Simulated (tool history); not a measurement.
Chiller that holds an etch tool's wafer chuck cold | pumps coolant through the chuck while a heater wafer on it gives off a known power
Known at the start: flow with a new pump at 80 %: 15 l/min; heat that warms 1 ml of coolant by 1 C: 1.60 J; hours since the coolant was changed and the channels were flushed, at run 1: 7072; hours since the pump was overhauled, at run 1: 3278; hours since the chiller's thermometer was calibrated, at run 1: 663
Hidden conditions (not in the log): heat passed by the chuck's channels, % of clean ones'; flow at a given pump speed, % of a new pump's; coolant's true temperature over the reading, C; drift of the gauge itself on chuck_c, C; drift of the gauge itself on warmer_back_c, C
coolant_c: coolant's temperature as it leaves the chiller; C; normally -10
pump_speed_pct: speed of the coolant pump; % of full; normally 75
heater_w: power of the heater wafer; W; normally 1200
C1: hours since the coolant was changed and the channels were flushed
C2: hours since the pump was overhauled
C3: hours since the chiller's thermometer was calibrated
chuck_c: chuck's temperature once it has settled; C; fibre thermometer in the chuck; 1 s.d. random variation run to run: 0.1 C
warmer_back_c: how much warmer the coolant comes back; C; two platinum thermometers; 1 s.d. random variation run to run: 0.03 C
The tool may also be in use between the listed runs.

Run 1, hour 0.0: usual settings; C1 7072; C2 3278; C3 663. Result: chuck_c 1.0 C, warmer_back_c 3.35 C.
Run 2, hour 48.9: usual settings; C1 7121; C2 3327; C3 712. Result: chuck_c 1.2 C, warmer_back_c 3.33 C.
Run 3, hour 126.8: usual settings; C1 7199; C2 3405; C3 790. Result: chuck_c 1.1 C, warmer_back_c 3.37 C.
Run 4, hour 162.5: usual settings; C1 7234; C2 3440; C3 826. Result: chuck_c 1.1 C, warmer_back_c 3.30 C.
Run 5, hour 243.4: usual settings; C1 7315; C2 3521; C3 906. Result: chuck_c 1.2 C, warmer_back_c 3.35 C.
Run 6, hour 289.2: usual settings; C1 7361; C2 3567; C3 952. Result: chuck_c 1.2 C, warmer_back_c 3.41 C.
Run 7, hour 324.1: usual settings; C1 7396; C2 3602; C3 987. Result: chuck_c 1.0 C, warmer_back_c 3.39 C.
Run 8, hour 368.9: usual settings; C1 7441; C2 3647; C3 1032. Result: chuck_c 1.1 C, warmer_back_c 3.39 C.
Run 9, hour 411.8: usual settings but heater_w 762 W; C1 7484; C2 3690; C3 1075. Result: chuck_c -3.1 C, warmer_back_c 2.11 C.
Run 10, hour 462.6: usual settings but heater_w 762 W; C1 7534; C2 3740; C3 1126. Result: chuck_c -2.9 C, warmer_back_c 2.12 C.
Run 11, hour 498.5: usual settings but coolant_c -4 C, heater_w 762 W; C1 7570; C2 3776; C3 1162. Result: chuck_c 3.2 C, warmer_back_c 2.16 C.
Run 12, hour 539.4: usual settings but coolant_c -4 C, heater_w 762 W; C1 7611; C2 3817; C3 1203. Result: chuck_c 3.2 C, warmer_back_c 2.13 C.
Run 13, hour 579.4: usual settings but coolant_c -4 C, heater_w 762 W; C1 7651; C2 3857; C3 1243. Result: chuck_c 3.1 C, warmer_back_c 2.11 C.
Run 14, hour 642.1: usual settings but coolant_c -1 C, heater_w 762 W; C1 7714; C2 3920; C3 1305. Result: chuck_c 6.3 C, warmer_back_c 2.13 C.
At hour 677.1: coolant changed, channels flushed.
Run 15, hour 727.9: usual settings but coolant_c -3 C; C1 51; C2 4000; C3 1385. Result: chuck_c 6.6 C, warmer_back_c 3.38 C.
Run 16, hour 807.9: usual settings but coolant_c -8 C, pump_speed_pct 65 % of full, heater_w 956 W; C1 131; C2 4080; C3 1465. Result: chuck_c 0.7 C, warmer_back_c 3.16 C.
Run 17, hour 855.2: usual settings but coolant_c -1 C, pump_speed_pct 89 % of full, heater_w 1195 W; C1 178; C2 4127; C3 1512. Result: chuck_c 7.7 C, warmer_back_c 2.82 C.

Run 18 is up next; what results do you expect?
Run 18, hour 905.7: usual settings but coolant_c -1 C, pump_speed_pct 89 % of full, heater_w 1195 W; C1 229; C2 4178; C3 1563. Result: chuck_c ?, warmer_back_c ?.

chuck_c: 7.7 C
warmer_back_c: 2.86 C
The same run, on a tool lacking any hidden state, would have yielded chuck_c 7.1 C, warmer_back_c 2.71 C.
